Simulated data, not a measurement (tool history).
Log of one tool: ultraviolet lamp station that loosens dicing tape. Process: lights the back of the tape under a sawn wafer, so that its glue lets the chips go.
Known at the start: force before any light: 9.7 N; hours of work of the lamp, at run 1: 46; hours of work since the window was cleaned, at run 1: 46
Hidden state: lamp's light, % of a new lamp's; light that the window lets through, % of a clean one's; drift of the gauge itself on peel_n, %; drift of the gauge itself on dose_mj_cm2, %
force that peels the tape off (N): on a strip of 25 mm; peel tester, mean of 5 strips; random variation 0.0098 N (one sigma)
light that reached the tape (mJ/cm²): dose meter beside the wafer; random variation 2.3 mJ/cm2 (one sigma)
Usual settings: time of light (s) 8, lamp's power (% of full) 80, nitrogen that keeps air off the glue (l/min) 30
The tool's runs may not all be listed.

run      day  time of light (s)  lamp's power (% of full)  nitrogen that keeps air off the glue (l/min)  hours of work of the lamp  hours of work since the window was cleaned  force that peels the tape off (N)  light that reached the tape (mJ/cm²)
  1        0                  8                        80                                            30                         46                                          46                              0.425                                   225
  2    2.658                  8                        80                                            30                         82                                          82                              0.463                                   224
  3    5.921                  8                        80                                            30                        126                                         126                              0.484                                   225
  4    7.779                  8                        80                                            30                        151                                         151                              0.481                                   218
  5    9.383                  8                        80                                            30                        173                                         173                              0.506                                   219
  6    10.85                  8                        80                                            30                        193                                         193                              0.513                                   221
  7   12.408                  8                        80                                            30                        214                                         214                              0.536                                   213
  8    15.75                  8                        80                                            30                        259                                         259                              0.547                                   210
  9   17.754                  8                        80                                            30                        286                                         286                              0.561                                   210
 10   21.125                  8                        80                                            30                        332                                         332                              0.585                                   205
      22.617  -- window cleaned of glue's vapour
 11   23.521                  8                        80                                            30                        364                                          12                              0.512                                   215
 12   25.429                  8                        80                                            30                        390                                          38                              0.558                                   217
 13   28.829                  8                        80                                            30                        436                                          84                              0.564                                   208
 14   30.696                  8                        80                                            30                        461                                         109                              0.583                                   209
 15   33.738                  8                        80                                            30                        502                                         151                              0.587                                   202
 16   35.321                  8                        80                                            30                        524                                         172                               0.61                                   202
 17   38.904                  8                        80                                            55                        572                                         221                              0.461                                   200
 18     41.9                 14                        80                                            30                        613                                         261                              0.175                                   345
 19   44.396                 14                        80                                            30                        647                                         295                              0.174                                   343
 20   46.658                 14                        80                                            30                        677                                         326                              0.166                                   338
      48.704  -- window cleaned of glue's vapour
 21   50.238                 14                        80                                            30                        725                                          21                              0.166                                   356
 22   53.088                  7                        60                                            16                        764                                          59                              2.003                                   128
 23   55.592                  8                        80                                             9                        798                                          93                              1.328                                   195
 24   58.054                  8                        80                                             9                        831                                         127                              1.371                                   193
 25   60.942                  8                        80                                             9                        870                                         166                              1.404                                   197
 26   64.425                  8                        62                                            22                        918                                         213                               1.46                                   147
 27   66.242                  9                        70                                            35                        942                                         238                              0.744                                   184
 28   68.617                 13                        92                                            30                        974                                         270                              0.166                                   342
 29   71.462                 13                        92                                            30                       1013                                         308                              0.186                                   335
      74.617  -- window cleaned of glue's vapour
 30   74.617                 14                        92                                            30                       1055                                           0                              0.141                                   376
 31   78.192                 12                        75                                            30                       1104                                          48                              0.316                                   259
 32   80.646                  6                        93                                            30                       1137                                          82                              1.037                                   163
 33   83.638                  6                        69                                            26                       1177                                         122                               1.98                                   115
 34   87.029                  8                        85                                            48                       1223                                         168                              0.591                                   184
 35   90.133                  6                        80                                            24                       1265                                         210                              1.735                                   134
 36   93.083                  5                        64                                            29                       1305                                         250                              2.954                                    86
 37   94.975                  5                        91                                            29                       1331                                         276                              1.849                                   119
 38   97.675                 11                        78                                            30                       1368                                         312                              0.486                                   224
 39     99.2                  4                        82                                            10                       1388                                         333                              3.919                                    84
     100.638  -- window cleaned of glue's vapour
 40  102.817                  7                        81                                            32                       1437                                          29                              1.112                                   153
 41  106.058                  7                        81                                            32                       1481                                          73                              1.134                                   151

The same runs without the tool's hidden state, with the same run-to-run variation:
run  force that peels the tape off (N)  light that reached the tape (mJ/cm²)
  1                              0.397                                   232
  2                              0.419                                   233
  3                              0.419                                   237
  4                              0.407                                   233
  5                               0.42                                   236
  6                              0.417                                   240
  7                              0.428                                   233
  8                              0.419                                   233
  9                              0.418                                   236
 10                              0.417                                   234
 11                              0.414                                   234
 12                              0.442                                   238
 13                              0.425                                   232
 14                              0.428                                   236
 15                              0.418                                   231
 16                              0.425                                   234
 17                              0.301                                   235
 18                              0.132                                   413
 19                              0.127                                   415
 20                              0.118                                   414
 21                              0.134                                   412
 22                              1.526                                   151
 23                              0.926                                   233
 24                              0.926                                   234
 25                              0.926                                   241
 26                              0.927                                   184
 27                              0.412                                   233
 28                              0.116                                   439
 29                              0.129                                   437
 30                              0.111                                   470
 31                              0.176                                   329
 32                              0.581                                   209
 33                              1.236                                   151
 34                              0.282                                   246
 35                              0.969                                   181
 36                              1.885                                   119
 37                              0.982                                   166
 38                              0.201                                   318
 39                              2.671                                   121
 40                              0.552                                   208
 41                              0.538                                   210
